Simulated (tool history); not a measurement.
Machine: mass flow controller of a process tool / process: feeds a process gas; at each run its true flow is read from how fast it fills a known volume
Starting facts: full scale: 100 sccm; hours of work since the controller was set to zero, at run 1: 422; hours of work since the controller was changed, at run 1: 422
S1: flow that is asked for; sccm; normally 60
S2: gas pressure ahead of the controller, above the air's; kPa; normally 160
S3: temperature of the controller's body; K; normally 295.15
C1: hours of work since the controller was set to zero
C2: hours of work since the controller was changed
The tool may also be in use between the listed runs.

Run 1, hour 0.0: usual settings; C1 422; C2 422. Result: true flow (%) 98.68.
Run 2, hour 81.6: usual settings; C1 473; C2 473. Result: true flow (%) 98.51.
Run 3, hour 150.0: usual settings; C1 516; C2 516. Result: true flow (%) 98.15.
Run 4, hour 211.9: usual settings; C1 555; C2 555. Result: true flow (%) 98.15.
Run 5, hour 284.2: usual settings but S2 184 kPa; C1 600; C2 600. Result: true flow (%) 98.06.
Run 6, hour 331.5: usual settings; C1 630; C2 630. Result: true flow (%) 97.74.
Run 7, hour 366.4: usual settings; C1 652; C2 652. Result: true flow (%) 97.74.
Run 8, hour 424.2: usual settings; C1 688; C2 688. Result: true flow (%) 97.52.
Run 9, hour 492.9: usual settings; C1 732; C2 732. Result: true flow (%) 97.27.
Run 10, hour 555.7: usual settings; C1 771; C2 771. Result: true flow (%) 97.31.
Run 11, hour 604.7: usual settings; C1 802; C2 802. Result: true flow (%) 97.04.
Run 12, hour 662.5: usual settings but S1 16 sccm, S2 179 kPa, S3 308.15 K; C1 838; C2 838. Result: true flow (%) 96.59.
Run 13, hour 710.2: usual settings but S1 28 sccm, S2 221 kPa, S3 306.15 K; C1 868; C2 868. Result: true flow (%) 96.91.
Run 14, hour 753.0: usual settings but S1 52 sccm, S2 208 kPa, S3 306.15 K; C1 895; C2 895. Result: true flow (%) 97.39.
Run 15, hour 830.5: usual settings but S1 10 sccm, S2 168 kPa, S3 306.15 K; C1 944; C2 944. Result: true flow (%) 95.83.
At hour 899.1: gauge calibrated.
Run 16, hour 902.3: usual settings but S1 10 sccm, S2 157 kPa, S3 311.15 K; C1 989; C2 989. Result: true flow (%) 98.25.
Run 17, hour 975.4: usual settings but S2 168 kPa, S3 306.15 K; C1 1035; C2 1035. Result: true flow (%) 98.97.

Forecast each of these 4 alternatives for the next run:
Run A, hour 1017.3: usual settings but S1 48 sccm, S2 143 kPa, S3 309.15 K; C1 1061; C2 1061. Result: true flow (%) ?.
Run B, hour 1017.3: usual settings but S2 163 kPa; C1 1061; C2 1061. Result: true flow (%) ?.
Run C, hour 1017.3: usual settings but S2 276 kPa, S3 307.15 K; C1 1061; C2 1061. Result: true flow (%) ?.
Run D, hour 1017.3: usual settings but S1 17 sccm, S2 214 kPa, S3 302.15 K; C1 1061; C2 1061. Result: true flow (%) ?.

run  true flow (%)
  A          98.60
  B          98.37
  C          99.58
  D          97.95
Without the tool's hidden state the same runs would have given:
run  true flow (%)
  A          98.90
  B          98.67
  C          99.88
  D          98.24
